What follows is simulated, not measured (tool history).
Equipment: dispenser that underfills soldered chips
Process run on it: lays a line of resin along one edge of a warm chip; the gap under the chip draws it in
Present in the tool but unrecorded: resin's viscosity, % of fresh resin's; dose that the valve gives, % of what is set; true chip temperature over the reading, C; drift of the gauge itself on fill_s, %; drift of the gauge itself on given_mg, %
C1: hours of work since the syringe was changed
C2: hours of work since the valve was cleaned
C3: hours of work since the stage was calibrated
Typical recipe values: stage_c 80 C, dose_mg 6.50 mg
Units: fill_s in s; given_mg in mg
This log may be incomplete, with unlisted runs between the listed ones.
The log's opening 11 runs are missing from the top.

-- hour=73.6 new syringe of resin
run 12 hour=75.2 | stage_c=83 dose_mg=6.50 | C1=1 C2=37 C3=132 | fill_s=17.7 given_mg=6.35
run 13 hour=78.9 | stage_c=83 dose_mg=6.50 | C1=3 C2=39 C3=134 | fill_s=21.4 given_mg=6.29
run 14 hour=85.7 | stage_c=80 dose_mg=7.46 | C1=8 C2=43 C3=138 | fill_s=35.0 given_mg=7.21
-- hour=87.4 new syringe of resin
run 15 hour=92.3 | stage_c=80 dose_mg=6.50 | C1=3 C2=47 C3=142 | fill_s=24.8 given_mg=6.24
run 16 hour=96.2 | stage_c=80 dose_mg=6.50 | C1=5 C2=50 C3=144 | fill_s=29.8 given_mg=6.22
-- hour=101.6 new syringe of resin
run 17 hour=104.7 | stage_c=80 dose_mg=7.81 | C1=2 C2=55 C3=149 | fill_s=21.4 given_mg=7.50
run 18 hour=111.8 | stage_c=80 dose_mg=7.81 | C1=6 C2=59 C3=154 | fill_s=31.6 given_mg=7.49
-- hour=115.5 new syringe of resin
run 19 hour=117.4 | stage_c=69 dose_mg=8.46 | C1=1 C2=62 C3=157 | fill_s=33.5 given_mg=8.05
run 20 hour=121.5 | stage_c=69 dose_mg=8.46 | C1=4 C2=65 C3=160 | fill_s=42.4 given_mg=8.07
-- hour=127.0 dispensing valve cleaned and set on the balance
run 21 hour=128.4 | stage_c=69 dose_mg=8.46 | C1=7 C2=1 C3=163 | fill_s=58.3 given_mg=8.44
-- hour=130.5 new syringe of resin
run 22 hour=136.2 | stage_c=80 dose_mg=6.10 | C1=4 C2=6 C3=168 | fill_s=24.9 given_mg=6.06
-- hour=144.3 new syringe of resin
run 23 hour=144.9 | stage_c=91 dose_mg=7.74 | C1=0 C2=11 C3=173 | fill_s=11.8 given_mg=7.70
run 24 hour=151.7 | stage_c=91 dose_mg=7.74 | C1=5 C2=15 C3=177 | fill_s=16.9 given_mg=7.66
-- hour=158.7 new syringe of resin
run 25 hour=158.9 | stage_c=87 dose_mg=6.43 | C1=0 C2=19 C3=182 | fill_s=14.3 given_mg=6.29
run 26 hour=167.4 | stage_c=80 dose_mg=7.14 | C1=5 C2=24 C3=187 | fill_s=29.6 given_mg=7.00
-- hour=172.9 new syringe of resin
run 27 hour=173.7 | stage_c=80 dose_mg=7.14 | C1=0 C2=28 C3=191 | fill_s=19.7 given_mg=6.96
run 28 hour=178.6 | stage_c=80 dose_mg=7.14 | C1=4 C2=31 C3=194 | fill_s=24.2 given_mg=6.92
run 29 hour=186.3 | stage_c=80 dose_mg=5.89 | C1=8 C2=36 C3=198 | fill_s=37.6 given_mg=5.69
-- hour=187.1 new syringe of resin
run 30 hour=193.7 | stage_c=67 dose_mg=5.68 | C1=4 C2=40 C3=203 | fill_s=48.4 given_mg=5.44
run 31 hour=197.6 | stage_c=67 dose_mg=5.68 | C1=7 C2=43 C3=205 | fill_s=60.4 given_mg=5.47
-- hour=200.9 new syringe of resin
run 32 hour=206.6 | stage_c=67 dose_mg=5.68 | C1=4 C2=48 C3=211 | fill_s=46.4 given_mg=5.46
-- hour=214.9 new syringe of resin
run 33 hour=215.0 | stage_c=67 dose_mg=5.68 | C1=0 C2=53 C3=216 | fill_s=33.5 given_mg=5.44
run 34 hour=223.8 | stage_c=67 dose_mg=8.08 | C1=6 C2=59 C3=221 | fill_s=53.0 given_mg=7.67
-- hour=229.3 new syringe of resin
run 35 hour=231.3 | stage_c=88 dose_mg=7.77 | C1=1 C2=63 C3=226 | fill_s=14.5 given_mg=7.37

Forecast each of these 3 alternatives for the next run:
-- hour=239.9 dispensing valve cleaned and set on the balance
run A hour=239.9 | stage_c=82 dose_mg=7.77 | C1=6 C2=0 C3=230 | fill_s=? given_mg=?
-- hour=239.9 dispensing valve cleaned and set on the balance
run B hour=239.9 | stage_c=72 dose_mg=7.31 | C1=6 C2=0 C3=230 | fill_s=? given_mg=?
-- hour=239.9 dispensing valve cleaned and set on the balance
run C hour=239.9 | stage_c=84 dose_mg=7.01 | C1=6 C2=0 C3=230 | fill_s=? given_mg=?

run=A fill_s=27.4 given_mg=7.81
run=B fill_s=42.9 given_mg=7.29
run=C fill_s=25.2 given_mg=7.03
Take away the tool's hidden state, keep each run's random variation, and the runs would have read:
run=A fill_s=16.5 given_mg=7.80
run=B fill_s=26.2 given_mg=7.29
run=C fill_s=15.2 given_mg=7.02

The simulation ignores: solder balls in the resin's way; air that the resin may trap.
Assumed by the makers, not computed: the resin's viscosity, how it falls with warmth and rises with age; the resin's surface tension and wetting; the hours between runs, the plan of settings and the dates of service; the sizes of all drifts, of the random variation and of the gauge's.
